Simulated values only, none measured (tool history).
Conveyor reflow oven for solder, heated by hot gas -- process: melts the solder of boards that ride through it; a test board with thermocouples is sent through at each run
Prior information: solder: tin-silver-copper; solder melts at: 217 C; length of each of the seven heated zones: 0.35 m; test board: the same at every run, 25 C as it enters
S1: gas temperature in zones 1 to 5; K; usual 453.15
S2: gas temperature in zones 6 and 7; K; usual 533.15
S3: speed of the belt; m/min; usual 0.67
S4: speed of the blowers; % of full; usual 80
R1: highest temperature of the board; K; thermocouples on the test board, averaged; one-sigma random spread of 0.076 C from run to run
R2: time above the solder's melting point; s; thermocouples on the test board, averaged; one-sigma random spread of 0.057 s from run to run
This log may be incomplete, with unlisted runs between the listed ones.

run   hour      S1      S2     S3  S4      R1     R2
  1      0  453.15  533.15   0.67  80  524.01  49.37
  2   25.2  453.15  533.15   0.67  80     524  49.33
        53  -- flux residue cleaned out of gas plates and filters
  3   62.5  453.15  533.15   0.67  80  523.96  49.37
  4   81.7  451.15  533.15   0.67  80   523.6  48.69
  5   99.4  453.15  545.15   0.67  80  534.97  54.33
  6  115.5  453.15  533.15  0.786  80  520.31  39.21
  7    148  461.15  533.15   0.62  82  526.54   58.2
     154.5  -- thermocouples of zones 6 and 7 changed
  8  165.9  461.15  533.15   0.62  82  526.49  58.31
  9  185.3  442.15  524.15  0.664  58  510.29  35.13
 10  214.7  444.15  544.15  0.735  56  524.16  40.59
 11    232  453.15  533.15   0.67  51  518.03  43.69
 12  251.1  453.15  533.15   0.67  55  518.94  44.97

Forecast each of these 4 alternatives for the next run:
     280.4  -- flux residue cleaned out of gas plates and filters
  A  288.4  456.15  533.15   0.67  80   ?   ?
     280.4  -- flux residue cleaned out of gas plates and filters
  B  288.4  453.15  531.15   0.67  80   ?   ?
     280.4  -- flux residue cleaned out of gas plates and filters
  C  288.4  455.15  533.15   0.67  55   ?   ?
     280.4  -- flux residue cleaned out of gas plates and filters
  D  288.4  453.15  533.15  0.754  55   ?   ?

run      R1     R2
  A  524.38  50.59
  B  522.17  48.54
  C  519.48   45.9
  D  515.52  36.51
The same runs, with their run-to-run variation unchanged, on a tool lacking any hidden condition would have given:
run      R1     R2
  A  524.38  50.58
  B  522.17  48.53
  C  519.47  45.89
  D  515.51   36.5
